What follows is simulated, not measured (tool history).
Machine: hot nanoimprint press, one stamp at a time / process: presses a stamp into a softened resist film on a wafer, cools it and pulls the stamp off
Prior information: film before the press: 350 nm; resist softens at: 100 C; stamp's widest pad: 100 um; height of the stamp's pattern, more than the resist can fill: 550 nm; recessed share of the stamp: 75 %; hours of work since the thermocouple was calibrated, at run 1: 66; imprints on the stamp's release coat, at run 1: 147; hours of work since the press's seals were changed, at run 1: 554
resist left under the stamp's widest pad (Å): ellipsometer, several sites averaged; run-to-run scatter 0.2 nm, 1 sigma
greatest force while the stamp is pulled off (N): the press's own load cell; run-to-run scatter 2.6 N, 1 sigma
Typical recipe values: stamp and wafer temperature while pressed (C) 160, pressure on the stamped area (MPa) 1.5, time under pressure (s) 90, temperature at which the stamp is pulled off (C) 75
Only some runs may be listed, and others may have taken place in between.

| run | hour | stamp and wafer temperature while pressed (C) | pressure on the stamped area (MPa) | time under pressure (s) | temperature at which the stamp is pulled off (C) | hours of work since the thermocouple was calibrated | imprints on the stamp's release coat | hours of work since the press's seals were changed | resist left under the stamp's widest pad (Å) | greatest force while the stamp is pulled off (N) |
|---|---|---|---|---|---|---|---|---|---|---|
| 1 | 0 | 160 | 1.5 | 90 | 75 | 66 | 147 | 554 | 1806 | 201 |
| 2 | 40.3 | 160 | 1.5 | 90 | 75 | 87 | 217 | 576 | 1812 | 204 |
| 3 | 76.1 | 160 | 1.5 | 90 | 75 | 107 | 279 | 595 | 1810 | 201 |
| 4 | 111.6 | 160 | 1.5 | 90 | 75 | 126 | 340 | 614 | 1814 | 201 |
| 5 | 150.1 | 160 | 1.5 | 90 | 75 | 147 | 407 | 635 | 1818 | 197 |
| 6 | 184.5 | 160 | 1.5 | 90 | 75 | 165 | 466 | 654 | 1820 | 205 |
| 7 | 209.8 | 160 | 1.5 | 90 | 75 | 179 | 510 | 667 | 1820 | 205 |
| 8 | 239.8 | 162 | 1.5 | 52 | 75 | 195 | 562 | 683 | 2050 | 199 |
| 9 | 256.2 | 162 | 1.5 | 52 | 75 | 204 | 590 | 692 | 2051 | 198 |
| 10 | 284.7 | 168 | 1.59 | 90 | 75 | 220 | 639 | 708 | 1334 | 199 |
| 11 | 310.8 | 160 | 1.5 | 126 | 75 | 234 | 684 | 722 | 1617 | 202 |
| 12 | 348.6 | 160 | 1.5 | 126 | 75 | 254 | 750 | 742 | 1619 | 198 |
|  | 380.2 | stamp cleaned and given a new release coat |
| 13 | 385.6 | 149 | 1.62 | 145 | 82 | 271 | 9 | 759 | 2260 | 186 |

Below are 3 alternative next runs, each starting from the tool's condition after run 13. Predict each:
| A | 416.1 | 160 | 1.5 | 147 | 75 | 287 | 62 | 775 | ? | ? |
| B | 416.1 | 149 | 2.32 | 145 | 66 | 287 | 62 | 775 | ? | ? |
| C | 416.1 | 168 | 1.5 | 90 | 75 | 287 | 62 | 775 | ? | ? |

| run | resist left under the stamp's widest pad (Å) | greatest force while the stamp is pulled off (N) |
|---|---|---|
| A | 1527 | 206 |
| B | 1986 | 223 |
| C | 1380 | 200 |
Take away the tool's hidden state, keep each run's random variation, and the runs would have read:
| run | resist left under the stamp's widest pad (Å) | greatest force while the stamp is pulled off (N) |
|---|---|---|
| A | 1503 | 205 |
| B | 1956 | 223 |
| C | 1359 | 200 |
